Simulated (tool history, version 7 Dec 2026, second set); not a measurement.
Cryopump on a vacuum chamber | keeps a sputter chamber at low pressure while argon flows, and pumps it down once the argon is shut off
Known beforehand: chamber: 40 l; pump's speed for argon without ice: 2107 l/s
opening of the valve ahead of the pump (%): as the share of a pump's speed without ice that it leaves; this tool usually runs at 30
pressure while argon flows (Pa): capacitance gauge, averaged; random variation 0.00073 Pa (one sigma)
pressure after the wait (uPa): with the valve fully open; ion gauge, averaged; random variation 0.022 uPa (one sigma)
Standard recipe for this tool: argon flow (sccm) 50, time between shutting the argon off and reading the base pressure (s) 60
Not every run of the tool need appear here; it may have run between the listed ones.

run	day	argon flow (sccm)	time between shutting the argon off and reading the base pressure (s)	opening of the valve ahead of the pump (%)	pressure while argon flows (Pa)	pressure after the wait (uPa)
1	0	50	60	30	0.1459	1.05
2	2.142	50	60	30	0.1457	1.09
3	4.662	50	60	30	0.147	1.11
4	6.792	50	60	30	0.149	1.11
5	10.546	50	60	30	0.1499	1.17
6	13.2	50	60	30	0.1517	1.22
7	16.462	50	60	30	0.1522	1.25
# day 20.2: pump warmed up, emptied and cooled again
8	21.529	50	60	30	0.1353	1.04
9	24.471	76	60	30	0.2054	1.03
10	29.125	76	165	30	0.2088	0.78
11	33.908	27	165	26	0.0862	0.89
12	36.188	23	165	26	0.0736	0.91
13	39.962	21	86	30	0.0599	1.12
14	43.838	32	60	37	0.0752	1.25
15	46.083	32	60	37	0.0749	1.33
16	48.738	48	60	37	0.115	1.33
17	53.142	48	27	29	0.1442	1.98
18	57.517	31	49	44	0.0662	1.58
19	60.838	44	49	44	0.0949	1.65
# day 63.938: leaking fittings of the chamber tightened, without venting
20	64.908	35	28	28	0.1139	1.26

Branching from run 20: 4 alternative next runs. What would each branch give?
A	67.646	44	52	30	?	?
B	67.646	50	101	30	?	?
C	67.646	66	133	42	?	?
D	67.646	50	49	43	?	?

run	pressure while argon flows (Pa)	pressure after the wait (uPa)
A	0.1359	0.78
B	0.1557	0.57
C	0.1534	0.47
D	0.1143	0.85
With the hidden condition removed and each run's random variation left untouched, the same runs would have given:
run	pressure while argon flows (Pa)	pressure after the wait (uPa)
A	0.1175	0.65
B	0.1347	0.43
C	0.126	0.34
D	0.0933	0.71
